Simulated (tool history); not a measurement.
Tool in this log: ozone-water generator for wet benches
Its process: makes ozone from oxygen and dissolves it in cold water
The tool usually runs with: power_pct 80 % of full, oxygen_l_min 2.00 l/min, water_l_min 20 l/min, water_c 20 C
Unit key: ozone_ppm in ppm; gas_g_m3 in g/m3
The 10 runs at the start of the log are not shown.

run 11 hour=1274.9 | power_pct=80 oxygen_l_min=2.00 water_l_min=27 water_c=20 | ozone_ppm=9.6 gas_g_m3=204.5
run 12 hour=1478.9 | power_pct=80 oxygen_l_min=2.00 water_l_min=27 water_c=20 | ozone_ppm=9.4 gas_g_m3=206.0
run 13 hour=1618.0 | power_pct=59 oxygen_l_min=2.00 water_l_min=20 water_c=20 | ozone_ppm=10.2 gas_g_m3=166.9
run 14 hour=1781.0 | power_pct=59 oxygen_l_min=2.00 water_l_min=20 water_c=20 | ozone_ppm=9.9 gas_g_m3=165.5
run 15 hour=1909.0 | power_pct=59 oxygen_l_min=2.00 water_l_min=20 water_c=20 | ozone_ppm=10.0 gas_g_m3=165.6
run 16 hour=2089.4 | power_pct=59 oxygen_l_min=2.00 water_l_min=20 water_c=20 | ozone_ppm=9.9 gas_g_m3=165.9
run 17 hour=2262.1 | power_pct=59 oxygen_l_min=2.00 water_l_min=25 water_c=17 | ozone_ppm=8.0 gas_g_m3=164.0
run 18 hour=2388.2 | power_pct=77 oxygen_l_min=2.00 water_l_min=25 water_c=16 | ozone_ppm=9.7 gas_g_m3=196.8
run 19 hour=2477.6 | power_pct=76 oxygen_l_min=2.00 water_l_min=20 water_c=23 | ozone_ppm=11.3 gas_g_m3=192.5
run 20 hour=2692.1 | power_pct=48 oxygen_l_min=2.00 water_l_min=20 water_c=21 | ozone_ppm=8.4 gas_g_m3=142.4
run 21 hour=2824.3 | power_pct=95 oxygen_l_min=2.58 water_l_min=13 water_c=14 | ozone_ppm=22.0 gas_g_m3=201.3
run 22 hour=2993.2 | power_pct=95 oxygen_l_min=2.58 water_l_min=13 water_c=14 | ozone_ppm=21.9 gas_g_m3=199.6
run 23 hour=3207.3 | power_pct=57 oxygen_l_min=2.00 water_l_min=15 water_c=20 | ozone_ppm=12.2 gas_g_m3=158.7
run 24 hour=3359.5 | power_pct=54 oxygen_l_min=1.10 water_l_min=15 water_c=13 | ozone_ppm=9.9 gas_g_m3=191.1
run 25 hour=3516.6 | power_pct=57 oxygen_l_min=3.55 water_l_min=20 water_c=15 | ozone_ppm=11.5 gas_g_m3=126.5
run 26 hour=3631.3 | power_pct=57 oxygen_l_min=3.55 water_l_min=20 water_c=15 | ozone_ppm=11.8 gas_g_m3=125.5
run 27 hour=3748.3 | power_pct=80 oxygen_l_min=2.50 water_l_min=13 water_c=26 | ozone_ppm=16.3 gas_g_m3=177.3
run 28 hour=3965.5 | power_pct=80 oxygen_l_min=2.50 water_l_min=13 water_c=26 | ozone_ppm=16.1 gas_g_m3=176.1
run 29 hour=4053.7 | power_pct=80 oxygen_l_min=2.14 water_l_min=13 water_c=20 | ozone_ppm=17.2 gas_g_m3=185.3
run 30 hour=4186.1 | power_pct=80 oxygen_l_min=2.14 water_l_min=13 water_c=20 | ozone_ppm=16.7 gas_g_m3=183.8
run 31 hour=4351.6 | power_pct=80 oxygen_l_min=2.14 water_l_min=13 water_c=20 | ozone_ppm=16.8 gas_g_m3=185.3
run 32 hour=4500.7 | power_pct=80 oxygen_l_min=2.14 water_l_min=13 water_c=20 | ozone_ppm=16.6 gas_g_m3=182.9

What if the next run were any one of these 5? Each begins from the tool's condition after run 32:
run A hour=4684.8 | power_pct=65 oxygen_l_min=1.07 water_l_min=20 water_c=20 | ozone_ppm=? gas_g_m3=?
run B hour=4684.8 | power_pct=94 oxygen_l_min=1.69 water_l_min=20 water_c=20 | ozone_ppm=? gas_g_m3=?
run C hour=4684.8 | power_pct=80 oxygen_l_min=3.39 water_l_min=32 water_c=20 | ozone_ppm=? gas_g_m3=?
run D hour=4684.8 | power_pct=80 oxygen_l_min=3.33 water_l_min=13 water_c=22 | ozone_ppm=? gas_g_m3=?
run E hour=4684.8 | power_pct=95 oxygen_l_min=1.67 water_l_min=13 water_c=18 | ozone_ppm=? gas_g_m3=?

run=A ozone_ppm=7.5 gas_g_m3=209.7
run=B ozone_ppm=11.4 gas_g_m3=221.7
run=C ozone_ppm=8.6 gas_g_m3=154.6
run=D ozone_ppm=17.2 gas_g_m3=154.8
run=E ozone_ppm=17.3 gas_g_m3=219.9
With the hidden condition removed and each run's random variation left untouched, the same runs would have given:
run=A ozone_ppm=9.1 gas_g_m3=244.0
run=B ozone_ppm=14.3 gas_g_m3=268.2
run=C ozone_ppm=10.7 gas_g_m3=183.9
run=D ozone_ppm=21.2 gas_g_m3=184.0
run=E ozone_ppm=21.6 gas_g_m3=266.5

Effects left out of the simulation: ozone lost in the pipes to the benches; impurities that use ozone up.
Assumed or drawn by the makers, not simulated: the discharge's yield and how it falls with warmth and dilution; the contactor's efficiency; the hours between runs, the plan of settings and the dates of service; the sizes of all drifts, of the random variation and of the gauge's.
